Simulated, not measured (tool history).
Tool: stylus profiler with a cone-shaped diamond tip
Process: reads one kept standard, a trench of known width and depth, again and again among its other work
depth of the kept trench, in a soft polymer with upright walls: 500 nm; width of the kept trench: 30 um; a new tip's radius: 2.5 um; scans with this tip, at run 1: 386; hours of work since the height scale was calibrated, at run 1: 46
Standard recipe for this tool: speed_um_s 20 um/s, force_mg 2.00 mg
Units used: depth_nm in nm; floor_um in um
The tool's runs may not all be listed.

| run | hour | speed_um_s | force_mg | scans with this tip | hours of work since the height scale was calibrated | depth_nm | floor_um |
|---|---|---|---|---|---|---|---|
| 1 | 0.0 | 20 | 2.00 | 386 | 46 | 506.71 | 26.81 |
| 2 | 13.1 | 20 | 1.58 | 436 | 52 | 505.61 | 26.81 |
| 3 | 22.1 | 42 | 2.00 | 470 | 56 | 506.72 | 26.70 |
| 4 | 34.2 | 42 | 2.00 | 515 | 61 | 506.54 | 26.73 |
| 5 | 48.6 | 20 | 1.32 | 569 | 67 | 504.81 | 26.83 |
| 6 | 65.3 | 20 | 1.32 | 632 | 75 | 504.97 | 26.83 |
| 7 | 74.2 | 20 | 1.32 | 665 | 79 | 504.89 | 26.81 |
| 8 | 89.7 | 20 | 1.32 | 723 | 86 | 504.77 | 26.87 |
| 9 | 108.3 | 9 | 2.89 | 793 | 94 | 508.18 | 26.97 |
| 10 | 124.6 | 9 | 2.89 | 855 | 101 | 508.25 | 26.90 |
| 11 | 138.8 | 9 | 2.89 | 908 | 108 | 508.36 | 26.98 |
| 12 | 158.5 | 8 | 3.83 | 982 | 116 | 509.87 | 26.99 |
| 13 | 171.7 | 5 | 1.23 | 1032 | 122 | 504.86 | 26.98 |
| 14 | 191.5 | 18 | 2.27 | 1106 | 131 | 506.89 | 26.89 |

Predict the results of run 15:
| 15 | 206.0 | 57 | 2.27 | 1161 | 138 | ? | ? |

Logged for run 15: depth_nm 506.83 nm, floor_um 26.64 um.
The same run, on a tool lacking any hidden state, would have yielded depth_nm 506.83 nm, floor_um 26.64 um.
